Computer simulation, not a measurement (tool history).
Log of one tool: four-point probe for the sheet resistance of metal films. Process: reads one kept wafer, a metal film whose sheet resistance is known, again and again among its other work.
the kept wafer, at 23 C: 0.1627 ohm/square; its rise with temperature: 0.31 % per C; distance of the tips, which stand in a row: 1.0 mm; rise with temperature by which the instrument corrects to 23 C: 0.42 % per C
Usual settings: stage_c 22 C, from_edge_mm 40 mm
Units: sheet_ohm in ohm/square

| run | hour | stage_c | from_edge_mm | sheet_ohm |
|---|---|---|---|---|
| 1 | 0 | 22 | 40 | 0.162438 |
| 2 | 13.9 | 27 | 40 | 0.161619 |
| 3 | 23.6 | 29 | 40 | 0.161211 |
| 4 | 37.2 | 25 | 40 | 0.161961 |
| 5 | 46.4 | 25 | 40 | 0.161948 |
| 6 | 57.9 | 25 | 4 | 0.167103 |
| 7 | 65.5 | 22 | 40 | 0.162491 |
| 8 | 72.9 | 22 | 40 | 0.162442 |
| 9 | 85.3 | 22 | 40 | 0.162479 |
| 10 | 92.3 | 22 | 40 | 0.162497 |
| 11 | 102.5 | 22 | 40 | 0.162479 |
| 12 | 109.1 | 32 | 40 | 0.160753 |
| 13 | 123.7 | 32 | 40 | 0.160751 |
| 14 | 138.1 | 20 | 4 | 0.168046 |
| 15 | 153.9 | 30 | 5 | 0.164452 |
| 16 | 166 | 30 | 5 | 0.164389 |
| 17 | 175.6 | 30 | 5 | 0.1644 |
| 18 | 189.2 | 24 | 40 | 0.162114 |
| 19 | 198.2 | 24 | 40 | 0.162108 |
| 20 | 206.2 | 22 | 10 | 0.163262 |
| 21 | 218.7 | 24 | 40 | 0.16209 |
| 22 | 231.8 | 21 | 16 | 0.162937 |
| 23 | 246.6 | 30 | 69 | 0.161045 |
| 24 | 260.3 | 18 | 6 | 0.165583 |
| 25 | 268.9 | 18 | 6 | 0.165522 |

Some steps in sheet_ohm between neighbouring runs. How much of each would the tool show without its hidden state too (settings, what came in, random variation), and how much is left for the hidden state, with any gauge scatter that isn't in both results?
The hidden state here: inner tips' distance over the nominal, %; tips' flats over new ones', %; wafer's true temperature over the reading, C; drift of the gauge itself on sheet_ohm, %.
Run 5 -> 6: from_edge_mm 40 -> 4. sheet_ohm +0.005155 ohm/square: hidden state -0.000014, all else +0.005169.
Run 13 -> 14: stage_c 32 -> 20, from_edge_mm 40 -> 4. sheet_ohm +0.007295 ohm/square: hidden state -0.00002, all else +0.007315.
